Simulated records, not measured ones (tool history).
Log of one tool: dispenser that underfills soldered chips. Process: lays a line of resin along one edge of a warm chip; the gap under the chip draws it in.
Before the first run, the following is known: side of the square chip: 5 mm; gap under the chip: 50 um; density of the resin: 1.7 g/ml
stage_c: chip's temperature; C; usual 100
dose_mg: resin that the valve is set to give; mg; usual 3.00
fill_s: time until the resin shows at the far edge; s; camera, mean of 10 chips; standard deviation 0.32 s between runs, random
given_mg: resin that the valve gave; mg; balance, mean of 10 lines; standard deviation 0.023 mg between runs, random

run 1 day=0.000 | stage_c=100 dose_mg=3.00 | fill_s=14.6 given_mg=2.93
-- day=0.112 new syringe of resin
run 2 day=0.196 | stage_c=100 dose_mg=3.22 | fill_s=11.9 given_mg=3.13
run 3 day=0.325 | stage_c=100 dose_mg=3.22 | fill_s=13.2 given_mg=3.08
-- day=0.579 new syringe of resin
run 4 day=0.588 | stage_c=107 dose_mg=3.22 | fill_s=10.0 given_mg=3.13
run 5 day=0.746 | stage_c=107 dose_mg=3.22 | fill_s=10.6 given_mg=3.11
run 6 day=0.958 | stage_c=107 dose_mg=3.22 | fill_s=12.7 given_mg=3.11
-- day=1.038 new syringe of resin
run 7 day=1.175 | stage_c=100 dose_mg=3.00 | fill_s=13.2 given_mg=2.89
run 8 day=1.350 | stage_c=100 dose_mg=3.00 | fill_s=15.1 given_mg=2.87
run 9 day=1.467 | stage_c=96 dose_mg=3.00 | fill_s=17.3 given_mg=2.87
-- day=1.500 new syringe of resin
run 10 day=1.712 | stage_c=96 dose_mg=3.00 | fill_s=15.5 given_mg=2.88
run 11 day=1.833 | stage_c=100 dose_mg=3.37 | fill_s=14.2 given_mg=3.20
-- day=1.958 new syringe of resin
run 12 day=2.058 | stage_c=100 dose_mg=3.37 | fill_s=12.2 given_mg=3.19
run 13 day=2.217 | stage_c=100 dose_mg=3.37 | fill_s=14.2 given_mg=3.21
run 14 day=2.338 | stage_c=100 dose_mg=3.25 | fill_s=15.2 given_mg=3.11
-- day=2.417 new syringe of resin
run 15 day=2.462 | stage_c=100 dose_mg=3.25 | fill_s=11.4 given_mg=3.05
run 16 day=2.583 | stage_c=100 dose_mg=3.25 | fill_s=13.7 given_mg=3.07
run 17 day=2.817 | stage_c=100 dose_mg=3.25 | fill_s=15.3 given_mg=3.07
-- day=2.862 new syringe of resin
run 18 day=3.033 | stage_c=100 dose_mg=3.25 | fill_s=12.8 given_mg=3.07
run 19 day=3.229 | stage_c=99 dose_mg=2.85 | fill_s=16.0 given_mg=2.72
-- day=3.329 new syringe of resin
run 20 day=3.388 | stage_c=91 dose_mg=2.74 | fill_s=16.1 given_mg=2.61
run 21 day=3.567 | stage_c=95 dose_mg=2.82 | fill_s=16.2 given_mg=2.67
-- day=3.779 new syringe of resin
run 22 day=3.792 | stage_c=86 dose_mg=3.57 | fill_s=17.2 given_mg=3.35
-- day=3.854 dispensing valve cleaned and set on the balance
run 23 day=4.017 | stage_c=106 dose_mg=3.00 | fill_s=11.5 given_mg=2.97
-- day=4.271 new syringe of resin
run 24 day=4.271 | stage_c=106 dose_mg=3.00 | fill_s=10.7 given_mg=2.98
run 25 day=4.425 | stage_c=106 dose_mg=3.00 | fill_s=11.9 given_mg=3.00
run 26 day=4.688 | stage_c=104 dose_mg=3.20 | fill_s=14.7 given_mg=3.14
-- day=4.725 new syringe of resin
run 27 day=4.912 | stage_c=104 dose_mg=3.20 | fill_s=11.7 given_mg=3.16
run 28 day=5.129 | stage_c=104 dose_mg=3.20 | fill_s=14.1 given_mg=3.16
-- day=5.175 new syringe of resin
run 29 day=5.383 | stage_c=93 dose_mg=3.68 | fill_s=15.6 given_mg=3.61
-- day=5.625 new syringe of resin
run 30 day=5.658 | stage_c=93 dose_mg=3.68 | fill_s=14.8 given_mg=3.60
run 31 day=5.846 | stage_c=92 dose_mg=3.89 | fill_s=16.3 given_mg=3.79
-- day=6.096 new syringe of resin
run 32 day=6.112 | stage_c=110 dose_mg=2.51 | fill_s=10.5 given_mg=2.41
run 33 day=6.275 | stage_c=101 dose_mg=3.35 | fill_s=13.2 given_mg=3.28
run 34 day=6.438 | stage_c=85 dose_mg=3.73 | fill_s=21.1 given_mg=3.63
-- day=6.546 new syringe of resin
run 35 day=6.625 | stage_c=88 dose_mg=3.00 | fill_s=17.0 given_mg=2.90

Forecast each of these 5 alternatives for the next run:
run A day=6.833 | stage_c=88 dose_mg=2.79 | fill_s=? given_mg=?
run B day=6.833 | stage_c=102 dose_mg=3.79 | fill_s=? given_mg=?
run C day=6.833 | stage_c=102 dose_mg=3.31 | fill_s=? given_mg=?
run D day=6.833 | stage_c=90 dose_mg=3.29 | fill_s=? given_mg=?
run E day=6.833 | stage_c=111 dose_mg=3.48 | fill_s=? given_mg=?

run=A fill_s=19.7 given_mg=2.71
run=B fill_s=14.0 given_mg=3.66
run=C fill_s=13.6 given_mg=3.20
run=D fill_s=18.6 given_mg=3.19
run=E fill_s=10.3 given_mg=3.33
Without the tool's hidden state the same runs would have given:
run=A fill_s=15.3 given_mg=2.79
run=B fill_s=11.2 given_mg=3.77
run=C fill_s=10.7 given_mg=3.30
run=D fill_s=14.6 given_mg=3.29
run=E fill_s=8.1 given_mg=3.44
